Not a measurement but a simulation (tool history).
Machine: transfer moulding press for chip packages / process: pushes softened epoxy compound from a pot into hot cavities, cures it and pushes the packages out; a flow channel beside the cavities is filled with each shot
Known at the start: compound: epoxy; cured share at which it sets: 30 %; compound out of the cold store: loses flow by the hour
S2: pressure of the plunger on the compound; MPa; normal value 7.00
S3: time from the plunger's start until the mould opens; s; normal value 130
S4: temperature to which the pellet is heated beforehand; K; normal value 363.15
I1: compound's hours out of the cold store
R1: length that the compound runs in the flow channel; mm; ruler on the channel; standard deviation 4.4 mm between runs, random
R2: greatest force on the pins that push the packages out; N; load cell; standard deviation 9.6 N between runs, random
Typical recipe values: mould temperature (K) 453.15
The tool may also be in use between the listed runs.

Run 1, hour 0.0: usual settings; I1 9.4. Result: R1 625 mm, R2 649 N.
Run 2, hour 11.7: usual settings but mould temperature (K) 445.15; I1 23.7. Result: R1 585 mm, R2 918 N.
Run 3, hour 20.0: usual settings but S4 362.15 K; I1 47.7. Result: R1 485 mm, R2 676 N.
Run 4, hour 29.9: usual settings but S3 127 s, S4 362.15 K; I1 38.4. Result: R1 515 mm, R2 712 N.
At hour 39.4: cavities cleaned with cleaning compound and waxed.
Run 5, hour 40.5: usual settings but S3 127 s, S4 362.15 K; I1 25.3. Result: R1 563 mm, R2 867 N.
Run 6, hour 54.2: usual settings but S3 127 s, S4 362.15 K; I1 23.9. Result: R1 566 mm, R2 851 N.
Run 7, hour 69.9: usual settings but mould temperature (K) 446.15; I1 16.2. Result: R1 613 mm, R2 1095 N.
Run 8, hour 77.7: usual settings; I1 30.4. Result: R1 537 mm, R2 809 N.
Run 9, hour 88.4: usual settings; I1 38.2. Result: R1 513 mm, R2 826 N.
Run 10, hour 104.5: usual settings; I1 22.4. Result: R1 569 mm, R2 828 N.
Run 11, hour 117.3: usual settings; I1 15.5. Result: R1 587 mm, R2 807 N.
At hour 135.2: cavities cleaned with cleaning compound and waxed.
Run 12, hour 136.8: usual settings; I1 18.7. Result: R1 581 mm, R2 461 N.
At hour 144.6: cavities cleaned with cleaning compound and waxed, once more.
Run 13, hour 146.0: usual settings; I1 38.5. Result: R1 508 mm, R2 456 N.
At hour 154.3: mould's thermocouples calibrated.
Run 14, hour 166.4: usual settings but S2 7.32 MPa; I1 35.6. Result: R1 526 mm, R2 540 N.
Run 15, hour 185.1: usual settings but S2 7.32 MPa; I1 15.3. Result: R1 611 mm, R2 616 N.
Run 16, hour 203.0: usual settings but S2 7.32 MPa; I1 41.6. Result: R1 505 mm, R2 642 N.
Run 17, hour 212.8: usual settings but S2 6.67 MPa, S3 160 s, S4 371.15 K; I1 19.0. Result: R1 557 mm, R2 615 N.
Run 18, hour 223.6: usual settings but mould temperature (K) 447.15, S3 149 s; I1 9.6. Result: R1 628 mm, R2 754 N.
Run 19, hour 239.8: usual settings but mould temperature (K) 451.15, S2 5.22 MPa, S3 153 s; I1 40.7. Result: R1 439 mm, R2 697 N.
At hour 242.4: cavities cleaned with cleaning compound and waxed.
Run 20, hour 252.0: usual settings but mould temperature (K) 458.15, S2 8.33 MPa, S3 117 s, S4 368.15 K; I1 17.8. Result: R1 608 mm, R2 484 N.
Run 21, hour 267.7: usual settings but mould temperature (K) 458.15, S2 8.33 MPa, S3 117 s, S4 368.15 K; I1 29.0. Result: R1 567 mm, R2 522 N.
Run 22, hour 283.5: usual settings but mould temperature (K) 458.15, S2 8.78 MPa, S3 117 s, S4 371.15 K; I1 34.2. Result: R1 556 mm, R2 566 N.
At hour 299.2: plunger's sealing rings changed.
Run 23, hour 299.8: usual settings but mould temperature (K) 458.15, S2 8.78 MPa, S3 117 s, S4 371.15 K; I1 39.8. Result: R1 567 mm, R2 609 N.
Run 24, hour 311.9: usual settings but mould temperature (K) 458.15, S2 6.47 MPa, S3 136 s, S4 371.15 K; I1 18.4. Result: R1 557 mm, R2 621 N.
Run 25, hour 319.6: usual settings but mould temperature (K) 460.15, S2 7.50 MPa, S3 124 s, S4 362.15 K; I1 11.8. Result: R1 618 mm, R2 631 N.
Run 26, hour 337.1: usual settings but mould temperature (K) 455.15, S2 7.23 MPa, S3 117 s, S4 371.15 K; I1 19.5. Result: R1 592 mm, R2 702 N.
At hour 340.3: cavities cleaned with cleaning compound and waxed.
Run 27, hour 349.2: usual settings but mould temperature (K) 455.15, S2 7.23 MPa, S3 117 s, S4 371.15 K; I1 9.6. Result: R1 625 mm, R2 505 N.
Run 28, hour 361.9: usual settings but S2 6.73 MPa, S3 111 s, S4 368.15 K; I1 21.4. Result: R1 565 mm, R2 649 N.
Run 29, hour 371.1: usual settings but mould temperature (K) 457.15, S2 7.77 MPa, S3 138 s, S4 366.15 K; I1 47.1. Result: R1 513 mm, R2 542 N.

Forecast each of these 4 alternatives for the next run:
Run A, hour 385.8: usual settings but S2 7.77 MPa, S3 138 s, S4 369.15 K; I1 18.2. Result: R1 ?, R2 ?.
Run B, hour 385.8: usual settings but S3 169 s, S4 357.15 K; I1 24.5. Result: R1 ?, R2 ?.
Run C, hour 385.8: usual settings but mould temperature (K) 457.15, S2 6.82 MPa, S3 115 s, S4 353.15 K; I1 32.4. Result: R1 ?, R2 ?.
Run D, hour 385.8: usual settings but S3 133 s; I1 32.8. Result: R1 ?, R2 ?.

run   R1   R2
  A  625  607
  B  565  573
  C  524  628
  D  537  594
Stripped of hidden state, with their random variation kept, the same runs would have yielded:
run   R1   R2
  A  631  427
  B  571  402
  C  529  441
  D  542  416

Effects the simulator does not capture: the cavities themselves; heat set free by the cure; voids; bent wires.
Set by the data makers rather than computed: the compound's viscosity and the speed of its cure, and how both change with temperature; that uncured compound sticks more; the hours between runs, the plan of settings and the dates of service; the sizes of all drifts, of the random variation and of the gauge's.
